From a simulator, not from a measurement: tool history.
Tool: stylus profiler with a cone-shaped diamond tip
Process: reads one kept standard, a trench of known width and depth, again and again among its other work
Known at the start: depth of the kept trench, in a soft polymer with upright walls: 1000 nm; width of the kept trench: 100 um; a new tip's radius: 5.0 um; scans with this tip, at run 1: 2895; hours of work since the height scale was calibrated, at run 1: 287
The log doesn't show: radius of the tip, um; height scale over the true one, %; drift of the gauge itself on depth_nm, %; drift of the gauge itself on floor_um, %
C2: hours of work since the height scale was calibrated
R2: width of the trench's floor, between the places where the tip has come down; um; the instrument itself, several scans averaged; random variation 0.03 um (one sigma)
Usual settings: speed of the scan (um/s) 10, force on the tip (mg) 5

{"run": 1, "day": 0.0, "speed of the scan (um/s)": 10, "force on the tip (mg)": 5, "scans with this tip": 2895, "C2": 287, "depth of the trench (nm)": 1015.29, "R2": 93.52}
{"run": 2, "day": 0.5, "speed of the scan (um/s)": 10, "force on the tip (mg)": 5, "scans with this tip": 2977, "C2": 295, "depth of the trench (nm)": 1014.39, "R2": 93.55}
{"run": 3, "day": 1.358, "speed of the scan (um/s)": 35, "force on the tip (mg)": 5, "scans with this tip": 3117, "C2": 309, "depth of the trench (nm)": 1014.83, "R2": 93.49}
{"run": 4, "day": 1.783, "speed of the scan (um/s)": 35, "force on the tip (mg)": 5, "scans with this tip": 3187, "C2": 315, "depth of the trench (nm)": 1014.91, "R2": 93.46}
{"run": 5, "day": 2.162, "speed of the scan (um/s)": 35, "force on the tip (mg)": 5, "scans with this tip": 3248, "C2": 322, "depth of the trench (nm)": 1015.03, "R2": 93.47}
{"run": 6, "day": 3.012, "speed of the scan (um/s)": 35, "force on the tip (mg)": 5, "scans with this tip": 3387, "C2": 335, "depth of the trench (nm)": 1014.58, "R2": 93.48}
{"run": 7, "day": 3.521, "speed of the scan (um/s)": 35, "force on the tip (mg)": 5, "scans with this tip": 3470, "C2": 344, "depth of the trench (nm)": 1014.82, "R2": 93.39}
{"run": 8, "day": 4.192, "speed of the scan (um/s)": 35, "force on the tip (mg)": 5, "scans with this tip": 3580, "C2": 354, "depth of the trench (nm)": 1014.94, "R2": 93.42}
{"run": 9, "day": 4.917, "speed of the scan (um/s)": 35, "force on the tip (mg)": 5, "scans with this tip": 3699, "C2": 366, "depth of the trench (nm)": 1014.99, "R2": 93.39}
{"run": 10, "day": 5.446, "speed of the scan (um/s)": 5, "force on the tip (mg)": 5, "scans with this tip": 3785, "C2": 375, "depth of the trench (nm)": 1014.81, "R2": 93.45}
{"run": 11, "day": 6.021, "speed of the scan (um/s)": 5, "force on the tip (mg)": 5, "scans with this tip": 3880, "C2": 384, "depth of the trench (nm)": 1014.71, "R2": 93.41}
{"run": 12, "day": 6.383, "speed of the scan (um/s)": 10, "force on the tip (mg)": 5, "scans with this tip": 3939, "C2": 390, "depth of the trench (nm)": 1014.73, "R2": 93.42}
{"run": 13, "day": 6.85, "speed of the scan (um/s)": 10, "force on the tip (mg)": 5, "scans with this tip": 4016, "C2": 397, "depth of the trench (nm)": 1015.21, "R2": 93.43}
{"run": 14, "day": 7.638, "speed of the scan (um/s)": 10, "force on the tip (mg)": 2.01, "scans with this tip": 4144, "C2": 410, "depth of the trench (nm)": 1008.03, "R2": 93.37}
{"run": 15, "day": 8.417, "speed of the scan (um/s)": 10, "force on the tip (mg)": 2.01, "scans with this tip": 4271, "C2": 423, "depth of the trench (nm)": 1008.99, "R2": 93.34}
{"run": 16, "day": 8.946, "speed of the scan (um/s)": 10, "force on the tip (mg)": 5, "scans with this tip": 4358, "C2": 431, "depth of the trench (nm)": 1015.07, "R2": 93.3}
{"run": 17, "day": 9.625, "speed of the scan (um/s)": 10, "force on the tip (mg)": 2.08, "scans with this tip": 4469, "C2": 442, "depth of the trench (nm)": 1008.5, "R2": 93.28}
{"run": 18, "day": 10.358, "speed of the scan (um/s)": 2, "force on the tip (mg)": 8.71, "scans with this tip": 4589, "C2": 454, "depth of the trench (nm)": 1021.46, "R2": 93.36}
{"run": 19, "day": 10.938, "speed of the scan (um/s)": 24, "force on the tip (mg)": 4.25, "scans with this tip": 4684, "C2": 464, "depth of the trench (nm)": 1013.52, "R2": 93.32}
{"run": 20, "day": 11.358, "speed of the scan (um/s)": 24, "force on the tip (mg)": 4.25, "scans with this tip": 4753, "C2": 470, "depth of the trench (nm)": 1013.52, "R2": 93.27}
{"run": 21, "day": 12.129, "speed of the scan (um/s)": 24, "force on the tip (mg)": 4.25, "scans with this tip": 4879, "C2": 483, "depth of the trench (nm)": 1013.64, "R2": 93.27}
{"run": 22, "day": 12.804, "speed of the scan (um/s)": 2, "force on the tip (mg)": 9.42, "scans with this tip": 4989, "C2": 494, "depth of the trench (nm)": 1022.77, "R2": 93.24}
{"run": 23, "day": 13.458, "speed of the scan (um/s)": 2, "force on the tip (mg)": 9.42, "scans with this tip": 5096, "C2": 504, "depth of the trench (nm)": 1022.93, "R2": 93.28}
{"run": 24, "day": 14.179, "speed of the scan (um/s)": 5, "force on the tip (mg)": 12.23, "scans with this tip": 5214, "C2": 516, "depth of the trench (nm)": 1027.12, "R2": 93.25}
{"run": 25, "day": 14.958, "speed of the scan (um/s)": 14, "force on the tip (mg)": 4.21, "scans with this tip": 5341, "C2": 529, "depth of the trench (nm)": 1013.79, "R2": 93.2}
{"run": 26, "day": 15.375, "speed of the scan (um/s)": 14, "force on the tip (mg)": 4.21, "scans with this tip": 5409, "C2": 535, "depth of the trench (nm)": 1013.03, "R2": 93.16}
{"run": 27, "day": 16.033, "speed of the scan (um/s)": 3, "force on the tip (mg)": 8.51, "scans with this tip": 5517, "C2": 546, "depth of the trench (nm)": 1021.69, "R2": 93.19}
{"run": 28, "day": 16.475, "speed of the scan (um/s)": 3, "force on the tip (mg)": 2.48, "scans with this tip": 5590, "C2": 553, "depth of the trench (nm)": 1009.59, "R2": 93.18}
{"run": 29, "day": 17.229, "speed of the scan (um/s)": 22, "force on the tip (mg)": 3.86, "scans with this tip": 5713, "C2": 566, "depth of the trench (nm)": 1012.57, "R2": 93.15}
{"run": 30, "day": 17.825, "speed of the scan (um/s)": 10, "force on the tip (mg)": 3.18, "scans with this tip": 5810, "C2": 575, "depth of the trench (nm)": 1011.59, "R2": 93.16}
{"run": 31, "day": 18.35, "speed of the scan (um/s)": 10, "force on the tip (mg)": 3.18, "scans with this tip": 5896, "C2": 584, "depth of the trench (nm)": 1011.56, "R2": 93.09}
{"run": 32, "day": 19.067, "speed of the scan (um/s)": 7, "force on the tip (mg)": 5, "scans with this tip": 6013, "C2": 595, "depth of the trench (nm)": 1015.49, "R2": 93.16}
{"run": 33, "day": 19.921, "speed of the scan (um/s)": 10, "force on the tip (mg)": 7.83, "scans with this tip": 6153, "C2": 609, "depth of the trench (nm)": 1020.44, "R2": 93.11}

4 ways to go on from here, each from the tool as it stands after run 33. What would each give?
{"run": "A", "day": 20.621, "speed of the scan (um/s)": 21, "force on the tip (mg)": 5.59, "scans with this tip": 6267, "C2": 620, "depth of the trench (nm)": "?", "R2": "?"}
{"run": "B", "day": 20.621, "speed of the scan (um/s)": 19, "force on the tip (mg)": 10.21, "scans with this tip": 6267, "C2": 620, "depth of the trench (nm)": "?", "R2": "?"}
{"run": "C", "day": 20.621, "speed of the scan (um/s)": 10, "force on the tip (mg)": 7.83, "scans with this tip": 6267, "C2": 620, "depth of the trench (nm)": "?", "R2": "?"}
{"run": "D", "day": 20.621, "speed of the scan (um/s)": 4, "force on the tip (mg)": 3.54, "scans with this tip": 6267, "C2": 620, "depth of the trench (nm)": "?", "R2": "?"}

run=A depth_of_the_trench_(nm)=1016.14 R2=93.05
run=B depth_of_the_trench_(nm)=1024.03 R2=93.08
run=C depth_of_the_trench_(nm)=1020.39 R2=93.06
run=D depth_of_the_trench_(nm)=1012.3 R2=93.09
Without the tool's hidden state the same runs would have given:
run=A depth_of_the_trench_(nm)=1015.43 R2=93.95
run=B depth_of_the_trench_(nm)=1023.31 R2=93.98
run=C depth_of_the_trench_(nm)=1019.67 R2=93.96
run=D depth_of_the_trench_(nm)=1011.59 R2=93.98
